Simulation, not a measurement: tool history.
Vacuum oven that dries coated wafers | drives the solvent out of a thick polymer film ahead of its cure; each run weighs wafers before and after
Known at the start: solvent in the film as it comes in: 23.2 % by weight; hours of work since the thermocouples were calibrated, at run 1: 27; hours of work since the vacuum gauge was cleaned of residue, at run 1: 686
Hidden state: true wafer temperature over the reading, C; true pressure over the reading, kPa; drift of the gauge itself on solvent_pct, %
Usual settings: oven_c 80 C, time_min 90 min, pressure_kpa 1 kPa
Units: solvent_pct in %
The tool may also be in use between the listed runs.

run,hour,oven_c,time_min,pressure_kpa,hours of work since the thermocouples were calibrated,hours of work since the vacuum gauge was cleaned of residue,solvent_pct
1,0,80,90,1,27,686,1.73
2,19.9,80,90,1,42,702,1.73
3,36.8,80,90,1,56,715,1.73
4,47.1,80,90,1.13,64,723,1.7
5,67.9,80,57,1,80,740,3.77
6,85.3,80,57,1,94,753,3.78
7,95,80,57,1,102,761,3.83
8,111.7,80,57,1,115,774,3.95
9,127,80,90,0.53,127,786,1.52
10,139.4,75,90,1,137,796,3.05
11,154.4,75,90,1,149,808,2.88
12,176.3,75,90,1,166,825,3.06
13,191.9,75,63,1,179,838,5.05
# hour 195.4: vacuum gauge cleaned of residue and calibrated
14,215.7,80,90,1.87,196,16,2.03
15,229.2,80,90,1.87,207,27,2.16
16,247.9,80,90,1.87,222,42,2.07
17,262.6,80,155,1,233,53,0.73
18,277.2,80,155,1,245,65,0.72
# hour 290.5: vacuum gauge cleaned of residue and calibrated, once more
19,290.5,80,155,0.54,254,0,0.39
20,311.7,80,90,1,271,17,1.68
21,334.8,80,90,1,289,35,1.72
22,351.3,80,90,1,302,48,1.64
23,370,80,80,0.64,317,63,2.1
24,382.9,80,80,0.64,327,73,2.09
25,399.7,80,95,2.14,341,86,2.03
26,415.9,80,95,2.14,354,99,1.94
27,436,80,95,2.14,369,115,2.09
28,458.7,80,95,2.14,387,133,2.06
29,475.3,80,95,2.14,400,146,2.09
30,497.8,82,52,2.14,418,164,4.2
31,512.1,82,52,2.14,430,175,4.12
32,525.1,82,89,1.33,440,186,1.51
33,540.3,71,94,0.55,452,198,3.91
34,561.3,80,90,1.57,469,214,2.04
35,582.5,80,90,1.57,485,231,2.03
36,601.9,80,90,3.35,501,246,2.77
37,614.3,88,128,1,511,256,0.41
38,624.3,80,124,0.58,518,264,0.81
39,640.4,80,124,0.58,531,277,0.8
40,649.7,87,90,1.38,539,284,0.84

Measured less the same run without the tool's hidden state. The same run-to-run variation is in both; the gauge's scatter may not be:
run,solvent_pct
1,-0.01
2,+0
3,+0
4,+0.01
5,-0.03
6,-0.03
7,-0.02
8,-0.01
9,+0.03
10,+0.03
11,+0.03
12,+0.04
13,+0.03
14,+0.06
15,+0.07
16,+0.08
17,+0.1
18,+0.09
19,-0.01
20,-0.01
21,+0
22,+0.01
23,+0.01
24,+0.02
25,+0.02
26,+0.03
27,+0.03
28,+0.04
29,+0.05
30,+0.08
31,+0.09
32,+0.06
33,+0.11
34,+0.08
35,+0.08
36,+0.09
37,+0.02
38,+0.06
39,+0.06
40,+0.06

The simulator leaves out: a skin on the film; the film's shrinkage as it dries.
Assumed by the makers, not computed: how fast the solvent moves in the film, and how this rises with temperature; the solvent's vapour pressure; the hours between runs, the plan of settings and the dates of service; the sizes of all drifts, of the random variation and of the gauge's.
